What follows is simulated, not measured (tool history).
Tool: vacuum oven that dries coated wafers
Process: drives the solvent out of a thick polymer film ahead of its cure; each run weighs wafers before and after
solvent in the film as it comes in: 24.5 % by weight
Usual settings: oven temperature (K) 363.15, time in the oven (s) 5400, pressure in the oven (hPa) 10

run	hour	oven temperature (K)	time in the oven (s)	pressure in the oven (hPa)	solvent left in the film (%)
1	0	363.15	5400	10	1.39
2	11.2	363.15	5400	10	1.39
3	20.5	358.15	5400	10	2.76
4	34.1	358.15	5400	10	2.73
5	43.7	363.15	5400	8.8	1.33
6	52.6	363.15	5400	16.7	1.69
7	68.8	363.15	5400	16.7	1.67
8	87.8	363.15	5400	16.7	1.67
9	105.2	375.15	5400	10	0.33
10	122.3	375.15	5400	10	0.39
11	136.6	355.15	4020	10	5.63
12	144.9	361.15	4020	29.1	3.92
13	156.3	363.15	6840	29	1.74
14	167.2	363.15	7440	10	0.78
15	175.8	359.15	5400	23.7	3.05
16	192.8	357.15	5400	6.3	2.85
17	211.9	362.15	6360	10	1.14
18	225.8	362.15	3780	11.3	3.06
19	239.6	362.15	3780	11.3	3.01
20	258.7	362.15	3780	11.3	3.03

Some steps in solvent left in the film (%) between neighbouring runs. How much of each would the tool show without its hidden state too (settings, what came in, random variation), and how much is left for the hidden state, with any gauge scatter that isn't in both results?
The hidden state here: true wafer temperature over the reading, C; true pressure over the reading, kPa; drift of the gauge itself on solvent_pct, %.
Run 10 -> 11: oven temperature (K) 375.15 -> 355.15, time in the oven (s) 5400 -> 4020. solvent left in the film (%) +5.24: hidden state -0.09, all else +5.33.
Run 14 -> 15: oven temperature (K) 363.15 -> 359.15, time in the oven (s) 7440 -> 5400, pressure in the oven (hPa) 10 -> 23.7. solvent left in the film (%) +2.27: hidden state -0.07, all else +2.34.
Run 17 -> 18: time in the oven (s) 6360 -> 3780, pressure in the oven (hPa) 10 -> 11.3. solvent left in the film (%) +1.92: hidden state -0.09, all else +2.01.

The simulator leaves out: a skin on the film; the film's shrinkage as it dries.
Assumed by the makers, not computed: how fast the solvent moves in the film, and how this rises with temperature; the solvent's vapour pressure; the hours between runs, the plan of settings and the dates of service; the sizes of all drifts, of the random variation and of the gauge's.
